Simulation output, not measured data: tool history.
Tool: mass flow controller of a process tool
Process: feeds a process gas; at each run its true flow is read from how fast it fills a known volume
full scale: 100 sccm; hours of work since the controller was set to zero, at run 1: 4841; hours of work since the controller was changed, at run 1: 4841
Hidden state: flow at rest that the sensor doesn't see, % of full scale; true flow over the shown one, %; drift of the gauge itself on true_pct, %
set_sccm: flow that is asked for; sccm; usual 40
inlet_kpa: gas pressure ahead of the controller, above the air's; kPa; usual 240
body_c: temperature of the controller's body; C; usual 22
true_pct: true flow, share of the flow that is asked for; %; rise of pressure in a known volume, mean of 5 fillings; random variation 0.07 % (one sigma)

run	hour	set_sccm	inlet_kpa	body_c	hours of work since the controller was set to zero	hours of work since the controller was changed	true_pct
1	0	40	240	22	4841	4841	98.36
2	283	49	240	22	5003	5003	98.61
3	623.3	49	240	22	5197	5197	98.51
# hour 1031.3: controller's zero set anew
4	1140.3	40	240	22	62	5492	98.27
5	1519.6	92	240	22	279	5708	99.85
6	1923.4	92	240	22	509	5938	99.86
7	2311.7	40	163	28	731	6160	97.71
8	2736.7	36	240	24	973	6403	97.78
9	3033.5	36	218	29	1143	6572	97.57
10	3281.8	40	181	22	1284	6714	97.85
11	3531.6	13	249	38	1427	6856	96.37
12	3962.4	17	180	24	1673	7102	96.93

5 ways to go on from here, each from the tool as it stands after run 12. What would each give?
A	4367	40	183	39	1904	7333	?
B	4367	16	240	22	1904	7333	?
C	4367	17	207	38	1904	7333	?
D	4367	40	180	24	1904	7333	?
E	4367	40	269	22	1904	7333	?

run	true_pct
A	97.04
B	97.11
C	96.23
D	97.65
E	98.05
Without the tool's hidden state the same runs would have given:
run	true_pct
A	97.5
B	97.57
C	96.69
D	98.12
E	98.51
